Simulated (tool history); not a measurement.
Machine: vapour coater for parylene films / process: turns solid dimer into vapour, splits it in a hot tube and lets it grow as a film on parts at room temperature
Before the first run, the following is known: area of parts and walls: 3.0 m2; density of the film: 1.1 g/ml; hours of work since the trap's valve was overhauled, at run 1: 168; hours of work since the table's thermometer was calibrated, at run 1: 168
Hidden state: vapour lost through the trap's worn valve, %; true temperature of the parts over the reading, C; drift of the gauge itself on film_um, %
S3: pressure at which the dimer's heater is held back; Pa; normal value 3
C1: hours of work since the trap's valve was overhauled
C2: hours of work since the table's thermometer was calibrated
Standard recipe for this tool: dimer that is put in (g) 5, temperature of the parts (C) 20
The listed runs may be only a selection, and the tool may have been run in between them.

{"run": 1, "hour": 0.0, "dimer that is put in (g)": 5, "temperature of the parts (C)": 20, "S3": 3, "C1": 168, "C2": 168, "thickness of the film (um)": 1.04}
{"run": 2, "hour": 33.1, "dimer that is put in (g)": 5, "temperature of the parts (C)": 20, "S3": 2.57, "C1": 193, "C2": 193, "thickness of the film (um)": 1.06}
{"run": 3, "hour": 55.3, "dimer that is put in (g)": 5, "temperature of the parts (C)": 20, "S3": 2.57, "C1": 210, "C2": 210, "thickness of the film (um)": 1.09}
{"run": 4, "hour": 79.4, "dimer that is put in (g)": 5, "temperature of the parts (C)": 20, "S3": 2.57, "C1": 228, "C2": 228, "thickness of the film (um)": 1.05}
{"run": 5, "hour": 107.5, "dimer that is put in (g)": 5, "temperature of the parts (C)": 20, "S3": 2.57, "C1": 250, "C2": 250, "thickness of the film (um)": 1.01}
{"run": 6, "hour": 144.0, "dimer that is put in (g)": 5, "temperature of the parts (C)": 20, "S3": 2.57, "C1": 277, "C2": 277, "thickness of the film (um)": 1.05}
{"run": 7, "hour": 189.2, "dimer that is put in (g)": 5, "temperature of the parts (C)": 20, "S3": 2.57, "C1": 312, "C2": 312, "thickness of the film (um)": 1.01}
{"hour": 208.4, "done": "trap's valve overhauled"}
{"run": 8, "hour": 234.7, "dimer that is put in (g)": 5, "temperature of the parts (C)": 20, "S3": 2.57, "C1": 20, "C2": 343, "thickness of the film (um)": 1.13}
{"run": 9, "hour": 281.2, "dimer that is put in (g)": 5, "temperature of the parts (C)": 20, "S3": 2.57, "C1": 55, "C2": 378, "thickness of the film (um)": 1.11}
{"run": 10, "hour": 309.7, "dimer that is put in (g)": 5, "temperature of the parts (C)": 20, "S3": 3.43, "C1": 77, "C2": 400, "thickness of the film (um)": 1.03}
{"run": 11, "hour": 339.1, "dimer that is put in (g)": 5, "temperature of the parts (C)": 20, "S3": 3.43, "C1": 99, "C2": 422, "thickness of the film (um)": 1.06}
{"run": 12, "hour": 381.6, "dimer that is put in (g)": 5, "temperature of the parts (C)": 20, "S3": 3.43, "C1": 131, "C2": 454, "thickness of the film (um)": 1.06}
{"run": 13, "hour": 428.2, "dimer that is put in (g)": 5, "temperature of the parts (C)": 20, "S3": 3.43, "C1": 167, "C2": 490, "thickness of the film (um)": 1.01}
{"run": 14, "hour": 458.7, "dimer that is put in (g)": 5, "temperature of the parts (C)": 20, "S3": 3.43, "C1": 190, "C2": 513, "thickness of the film (um)": 1}
{"run": 15, "hour": 496.5, "dimer that is put in (g)": 5, "temperature of the parts (C)": 21, "S3": 10.23, "C1": 218, "C2": 541, "thickness of the film (um)": 0.77}
{"run": 16, "hour": 520.8, "dimer that is put in (g)": 4, "temperature of the parts (C)": 20, "S3": 3, "C1": 237, "C2": 560, "thickness of the film (um)": 0.78}
{"run": 17, "hour": 571.1, "dimer that is put in (g)": 4, "temperature of the parts (C)": 20, "S3": 3, "C1": 275, "C2": 598, "thickness of the film (um)": 0.8}
{"run": 18, "hour": 622.3, "dimer that is put in (g)": 4, "temperature of the parts (C)": 21, "S3": 4.8, "C1": 314, "C2": 637, "thickness of the film (um)": 0.72}
{"hour": 639.9, "done": "trap's valve overhauled"}
{"run": 19, "hour": 650.6, "dimer that is put in (g)": 4, "temperature of the parts (C)": 20, "S3": 10.54, "C1": 8, "C2": 655, "thickness of the film (um)": 0.67}
{"run": 20, "hour": 691.0, "dimer that is put in (g)": 4, "temperature of the parts (C)": 20, "S3": 10.54, "C1": 39, "C2": 686, "thickness of the film (um)": 0.69}
{"run": 21, "hour": 730.7, "dimer that is put in (g)": 5, "temperature of the parts (C)": 24, "S3": 4.95, "C1": 69, "C2": 716, "thickness of the film (um)": 0.87}
{"run": 22, "hour": 766.9, "dimer that is put in (g)": 5, "temperature of the parts (C)": 31, "S3": 2.49, "C1": 96, "C2": 743, "thickness of the film (um)": 0.79}
{"run": 23, "hour": 797.0, "dimer that is put in (g)": 9, "temperature of the parts (C)": 20, "S3": 4.83, "C1": 119, "C2": 766, "thickness of the film (um)": 1.7}
{"run": 24, "hour": 840.6, "dimer that is put in (g)": 3, "temperature of the parts (C)": 20, "S3": 4.83, "C1": 152, "C2": 799, "thickness of the film (um)": 0.57}
{"run": 25, "hour": 862.7, "dimer that is put in (g)": 6, "temperature of the parts (C)": 13, "S3": 3.43, "C1": 169, "C2": 816, "thickness of the film (um)": 1.49}
{"run": 26, "hour": 912.3, "dimer that is put in (g)": 5, "temperature of the parts (C)": 12, "S3": 9.7, "C1": 206, "C2": 853, "thickness of the film (um)": 1.03}

Each row is a separate what-if for the run after 26, all from the same tool condition, not one after another. Results?
{"run": "A", "hour": 961.5, "dimer that is put in (g)": 5, "temperature of the parts (C)": 25, "S3": 3, "C1": 244, "C2": 891, "thickness of the film (um)": "?"}
{"run": "B", "hour": 961.5, "dimer that is put in (g)": 5, "temperature of the parts (C)": 31, "S3": 6.65, "C1": 244, "C2": 891, "thickness of the film (um)": "?"}
{"run": "C", "hour": 961.5, "dimer that is put in (g)": 6, "temperature of the parts (C)": 12, "S3": 7.74, "C1": 244, "C2": 891, "thickness of the film (um)": "?"}
{"run": "D", "hour": 961.5, "dimer that is put in (g)": 2, "temperature of the parts (C)": 20, "S3": 3, "C1": 244, "C2": 891, "thickness of the film (um)": "?"}
{"run": "E", "hour": 961.5, "dimer that is put in (g)": 4, "temperature of the parts (C)": 12, "S3": 9.7, "C1": 244, "C2": 891, "thickness of the film (um)": "?"}

run=A thickness_of_the_film_(um)=0.86
run=B thickness_of_the_film_(um)=0.62
run=C thickness_of_the_film_(um)=1.26
run=D thickness_of_the_film_(um)=0.4
run=E thickness_of_the_film_(um)=0.79
Without the tool's hidden state the same runs would have given:
run=A thickness_of_the_film_(um)=0.97
run=B thickness_of_the_film_(um)=0.7
run=C thickness_of_the_film_(um)=1.44
run=D thickness_of_the_film_(um)=0.45
run=E thickness_of_the_film_(um)=0.91
